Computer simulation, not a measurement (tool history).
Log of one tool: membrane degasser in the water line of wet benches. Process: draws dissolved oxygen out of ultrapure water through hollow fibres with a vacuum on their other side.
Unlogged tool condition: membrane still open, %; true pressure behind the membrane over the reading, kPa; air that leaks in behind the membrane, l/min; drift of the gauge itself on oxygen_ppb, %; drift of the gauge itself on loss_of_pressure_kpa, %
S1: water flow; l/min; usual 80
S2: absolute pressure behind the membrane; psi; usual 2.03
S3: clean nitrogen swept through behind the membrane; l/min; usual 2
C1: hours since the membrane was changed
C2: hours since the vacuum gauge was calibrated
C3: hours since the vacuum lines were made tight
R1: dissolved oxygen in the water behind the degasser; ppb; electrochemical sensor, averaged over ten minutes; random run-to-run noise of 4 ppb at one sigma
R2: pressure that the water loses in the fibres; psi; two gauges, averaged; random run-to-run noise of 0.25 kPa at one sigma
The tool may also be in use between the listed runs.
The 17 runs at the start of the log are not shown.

run	day	S1	S2	S3	C1	C2	C3	R1	R2
# day 23.883: gauge calibrated
18	24.483	101	2.64	2.24	2042	4936	190	1280.3	11.916
19	25.708	119	3.31	2	2072	4965	219	1905.3	13.913
20	26.938	93	3.13	4.01	2101	4995	249	943.9	10.979
21	28.092	85	2.03	4.72	2129	5022	277	496.5	9.95
22	29	74	2.02	3.86	2151	5044	298	485.4	8.702
23	30.692	82	2.32	0.86	2192	5085	339	1713.1	9.616
24	31.608	78	2.03	2	2214	5107	361	835.6	9.148
25	32.808	78	2.03	2	2242	5135	390	834.7	9.182
26	34.088	78	2.03	2	2273	5166	420	840.2	9.214
27	35.792	78	2.03	2	2314	5207	461	846.1	9.232
28	37.608	78	2.03	2	2357	5251	505	844.4	9.192
29	38.575	78	2.03	2	2381	5274	528	851.8	9.177
30	39.538	78	2.03	2	2404	5297	551	842.1	9.179
31	41.071	102	3.16	2	2441	5334	588	1664.5	12.074
32	42.767	102	3.16	0.99	2481	5375	629	2475.2	12.092

Branching from run 32: 4 alternative next runs. What would each branch give?
A	44.362	117	4.48	0.81	2520	5413	667	?	?
B	44.362	102	3.52	0.92	2520	5413	667	?	?
C	44.362	80	2.03	4.1	2520	5413	667	?	?
D	44.362	80	2.61	2.51	2520	5413	667	?	?

run	R1	R2
A	3873.2	13.792
B	2821.2	12.051
C	519	9.391
D	964.6	9.478
Without the tool's unlogged condition, the same runs would have read:
run	R1	R2
A	3775.6	13.783
B	2749.9	12.042
C	505.6	9.385
D	940	9.472

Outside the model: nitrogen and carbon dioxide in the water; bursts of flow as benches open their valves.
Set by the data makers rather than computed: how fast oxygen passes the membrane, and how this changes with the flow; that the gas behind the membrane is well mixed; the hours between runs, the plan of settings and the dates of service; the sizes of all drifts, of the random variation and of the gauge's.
